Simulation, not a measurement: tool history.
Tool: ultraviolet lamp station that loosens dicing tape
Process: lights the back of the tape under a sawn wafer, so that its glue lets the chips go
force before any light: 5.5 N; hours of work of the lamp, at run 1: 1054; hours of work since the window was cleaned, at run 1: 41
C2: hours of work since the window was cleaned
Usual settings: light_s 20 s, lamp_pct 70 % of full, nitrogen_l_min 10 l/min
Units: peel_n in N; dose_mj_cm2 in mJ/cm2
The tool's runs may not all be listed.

run 1 hour=0.0 | light_s=20 lamp_pct=70 nitrogen_l_min=10 | hours_of_work_of_the_lamp=1054 C2=41 | peel_n=0.520 dose_mj_cm2=287
run 2 hour=26.9 | light_s=20 lamp_pct=70 nitrogen_l_min=10 | hours_of_work_of_the_lamp=1073 C2=60 | peel_n=0.503 dose_mj_cm2=284
run 3 hour=82.4 | light_s=20 lamp_pct=70 nitrogen_l_min=10 | hours_of_work_of_the_lamp=1112 C2=99 | peel_n=0.498 dose_mj_cm2=287
run 4 hour=108.1 | light_s=20 lamp_pct=67 nitrogen_l_min=10 | hours_of_work_of_the_lamp=1130 C2=118 | peel_n=0.543 dose_mj_cm2=277
run 5 hour=157.3 | light_s=20 lamp_pct=67 nitrogen_l_min=10 | hours_of_work_of_the_lamp=1165 C2=153 | peel_n=0.538 dose_mj_cm2=274
-- hour=167.4 lamp changed
run 6 hour=199.3 | light_s=20 lamp_pct=70 nitrogen_l_min=10 | hours_of_work_of_the_lamp=23 C2=182 | peel_n=0.499 dose_mj_cm2=287
run 7 hour=258.1 | light_s=20 lamp_pct=70 nitrogen_l_min=10 | hours_of_work_of_the_lamp=65 C2=224 | peel_n=0.505 dose_mj_cm2=285
run 8 hour=311.1 | light_s=20 lamp_pct=70 nitrogen_l_min=10 | hours_of_work_of_the_lamp=102 C2=261 | peel_n=0.503 dose_mj_cm2=286
run 9 hour=344.8 | light_s=20 lamp_pct=70 nitrogen_l_min=5 | hours_of_work_of_the_lamp=126 C2=285 | peel_n=0.770 dose_mj_cm2=289
run 10 hour=390.6 | light_s=20 lamp_pct=70 nitrogen_l_min=5 | hours_of_work_of_the_lamp=159 C2=318 | peel_n=0.793 dose_mj_cm2=282
run 11 hour=431.7 | light_s=20 lamp_pct=70 nitrogen_l_min=10 | hours_of_work_of_the_lamp=188 C2=347 | peel_n=0.505 dose_mj_cm2=291
run 12 hour=463.8 | light_s=20 lamp_pct=70 nitrogen_l_min=10 | hours_of_work_of_the_lamp=211 C2=370 | peel_n=0.513 dose_mj_cm2=293
run 13 hour=508.2 | light_s=20 lamp_pct=70 nitrogen_l_min=10 | hours_of_work_of_the_lamp=242 C2=401 | peel_n=0.519 dose_mj_cm2=289
-- hour=531.3 window cleaned of glue's vapour
run 14 hour=559.7 | light_s=20 lamp_pct=71 nitrogen_l_min=10 | hours_of_work_of_the_lamp=279 C2=20 | peel_n=0.498 dose_mj_cm2=291
run 15 hour=609.1 | light_s=20 lamp_pct=70 nitrogen_l_min=10 | hours_of_work_of_the_lamp=314 C2=55 | peel_n=0.500 dose_mj_cm2=288
run 16 hour=636.5 | light_s=20 lamp_pct=70 nitrogen_l_min=10 | hours_of_work_of_the_lamp=333 C2=75 | peel_n=0.505 dose_mj_cm2=287
run 17 hour=674.1 | light_s=20 lamp_pct=70 nitrogen_l_min=10 | hours_of_work_of_the_lamp=360 C2=101 | peel_n=0.520 dose_mj_cm2=289
run 18 hour=710.5 | light_s=20 lamp_pct=70 nitrogen_l_min=10 | hours_of_work_of_the_lamp=386 C2=127 | peel_n=0.517 dose_mj_cm2=286
run 19 hour=750.5 | light_s=20 lamp_pct=70 nitrogen_l_min=4 | hours_of_work_of_the_lamp=414 C2=156 | peel_n=0.876 dose_mj_cm2=287
run 20 hour=799.6 | light_s=20 lamp_pct=70 nitrogen_l_min=4 | hours_of_work_of_the_lamp=449 C2=191 | peel_n=0.864 dose_mj_cm2=292
run 21 hour=835.6 | light_s=10 lamp_pct=86 nitrogen_l_min=10 | hours_of_work_of_the_lamp=475 C2=216 | peel_n=1.092 dose_mj_cm2=181
run 22 hour=891.2 | light_s=38 lamp_pct=81 nitrogen_l_min=4 | hours_of_work_of_the_lamp=514 C2=256 | peel_n=0.229 dose_mj_cm2=633
run 23 hour=922.5 | light_s=16 lamp_pct=76 nitrogen_l_min=10 | hours_of_work_of_the_lamp=536 C2=278 | peel_n=0.639 dose_mj_cm2=251
run 24 hour=953.7 | light_s=16 lamp_pct=99 nitrogen_l_min=15 | hours_of_work_of_the_lamp=559 C2=300 | peel_n=0.326 dose_mj_cm2=324
run 25 hour=985.1 | light_s=20 lamp_pct=66 nitrogen_l_min=4 | hours_of_work_of_the_lamp=581 C2=323 | peel_n=0.956 dose_mj_cm2=268
run 26 hour=1034.0 | light_s=37 lamp_pct=70 nitrogen_l_min=10 | hours_of_work_of_the_lamp=616 C2=357 | peel_n=0.206 dose_mj_cm2=528
run 27 hour=1062.8 | light_s=37 lamp_pct=70 nitrogen_l_min=10 | hours_of_work_of_the_lamp=636 C2=378 | peel_n=0.205 dose_mj_cm2=536
run 28 hour=1087.1 | light_s=37 lamp_pct=78 nitrogen_l_min=14 | hours_of_work_of_the_lamp=653 C2=395 | peel_n=0.195 dose_mj_cm2=592
run 29 hour=1114.1 | light_s=37 lamp_pct=78 nitrogen_l_min=14 | hours_of_work_of_the_lamp=673 C2=414 | peel_n=0.205 dose_mj_cm2=593
-- hour=1119.9 window cleaned of glue's vapour
run 30 hour=1156.7 | light_s=20 lamp_pct=70 nitrogen_l_min=5 | hours_of_work_of_the_lamp=703 C2=26 | peel_n=0.764 dose_mj_cm2=290
run 31 hour=1183.5 | light_s=17 lamp_pct=70 nitrogen_l_min=5 | hours_of_work_of_the_lamp=722 C2=45 | peel_n=1.021 dose_mj_cm2=245
run 32 hour=1237.4 | light_s=17 lamp_pct=85 nitrogen_l_min=10 | hours_of_work_of_the_lamp=760 C2=84 | peel_n=0.464 dose_mj_cm2=296
run 33 hour=1271.1 | light_s=17 lamp_pct=85 nitrogen_l_min=10 | hours_of_work_of_the_lamp=784 C2=107 | peel_n=0.478 dose_mj_cm2=298
run 34 hour=1309.7 | light_s=24 lamp_pct=85 nitrogen_l_min=3 | hours_of_work_of_the_lamp=811 C2=135 | peel_n=0.548 dose_mj_cm2=421
run 35 hour=1368.9 | light_s=24 lamp_pct=85 nitrogen_l_min=3 | hours_of_work_of_the_lamp=853 C2=177 | peel_n=0.542 dose_mj_cm2=419
run 36 hour=1425.6 | light_s=12 lamp_pct=65 nitrogen_l_min=4 | hours_of_work_of_the_lamp=894 C2=217 | peel_n=1.843 dose_mj_cm2=162
run 37 hour=1451.8 | light_s=25 lamp_pct=64 nitrogen_l_min=3 | hours_of_work_of_the_lamp=912 C2=236 | peel_n=0.791 dose_mj_cm2=326
run 38 hour=1479.9 | light_s=34 lamp_pct=69 nitrogen_l_min=6 | hours_of_work_of_the_lamp=932 C2=256 | peel_n=0.285 dose_mj_cm2=478
run 39 hour=1508.5 | light_s=32 lamp_pct=78 nitrogen_l_min=15 | hours_of_work_of_the_lamp=953 C2=276 | peel_n=0.206 dose_mj_cm2=514

Hidden state at the last listed run before each entry between runs and at the first one after, where it differs:
Between runs 5 and 6: lamp changed (hour 167.4)
  lamp's light, % of a new lamp's: 99.8 -> 100
Between runs 13 and 14: window cleaned of glue's vapour (hour 531.3)
  light that the window lets through, % of a clean one's: 99.9 -> 100
Between runs 29 and 30: window cleaned of glue's vapour (hour 1119.9)
  light that the window lets through, % of a clean one's: 99.9 -> 100
